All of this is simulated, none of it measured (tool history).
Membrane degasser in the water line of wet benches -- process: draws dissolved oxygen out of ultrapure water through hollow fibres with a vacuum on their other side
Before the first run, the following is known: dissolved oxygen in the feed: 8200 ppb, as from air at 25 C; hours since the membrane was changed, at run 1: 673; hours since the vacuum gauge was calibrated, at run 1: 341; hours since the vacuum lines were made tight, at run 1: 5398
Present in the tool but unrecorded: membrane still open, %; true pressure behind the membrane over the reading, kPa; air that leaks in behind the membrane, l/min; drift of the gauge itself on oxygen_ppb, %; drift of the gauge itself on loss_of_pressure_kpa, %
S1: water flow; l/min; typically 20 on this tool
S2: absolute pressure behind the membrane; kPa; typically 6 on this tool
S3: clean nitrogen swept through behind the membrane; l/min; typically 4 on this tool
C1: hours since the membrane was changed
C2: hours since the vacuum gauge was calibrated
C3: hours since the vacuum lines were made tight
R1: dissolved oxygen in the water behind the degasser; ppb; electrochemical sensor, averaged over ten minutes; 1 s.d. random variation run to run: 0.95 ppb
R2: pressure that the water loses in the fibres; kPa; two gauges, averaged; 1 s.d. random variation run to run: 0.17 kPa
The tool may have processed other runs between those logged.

| run | hour | S1 | S2 | S3 | C1 | C2 | C3 | R1 | R2 |
|---|---|---|---|---|---|---|---|---|---|
| 1 | 0 | 20 | 6 | 4 | 673 | 341 | 5398 | 88.4 | 29.02 |
| 2 | 100.3 | 20 | 6 | 4 | 773 | 441 | 5498 | 90.4 | 29.32 |
| 3 | 157.8 | 20 | 6 | 4 | 831 | 499 | 5556 | 89.8 | 29.23 |
| 4 | 272.7 | 20 | 6 | 4 | 946 | 614 | 5670 | 91.2 | 29.09 |
| 5 | 356 | 20 | 6 | 4 | 1029 | 697 | 5754 | 89.5 | 28.98 |
| 6 | 413 | 20 | 6 | 4 | 1086 | 754 | 5811 | 90.7 | 28.81 |
| 7 | 529.4 | 20 | 6 | 4 | 1203 | 871 | 5927 | 91.1 | 29.12 |
| 8 | 611.8 | 20 | 6 | 4 | 1285 | 953 | 6010 | 89 | 29.1 |
| 9 | 751.9 | 20 | 6 | 4 | 1425 | 1093 | 6150 | 88.9 | 29.21 |
| 10 | 815 | 20 | 6 | 4 | 1488 | 1156 | 6213 | 91.5 | 29.28 |
| 11 | 920 | 20 | 11.59 | 4 | 1593 | 1261 | 6318 | 158.4 | 28.97 |
| 12 | 1031.3 | 20 | 11.59 | 4 | 1704 | 1373 | 6429 | 155.7 | 29.11 |
| 13 | 1105 | 20 | 6 | 4 | 1778 | 1446 | 6503 | 89.3 | 28.81 |
| 14 | 1180 | 16 | 6 | 4 | 1853 | 1521 | 6578 | 58.4 | 23.67 |

Estimate the outcome of run 15 from the log above:
| 15 | 1257.5 | 20 | 12.35 | 4 | 1931 | 1599 | 6655 | ? | ? |

{"run 15": {"R1": 161.8, "R2": 29.31}}
If the tool had no hidden condition, the same run with the same run-to-run variation would have returned R1 161.7 ppb, R2 29.31 kPa.
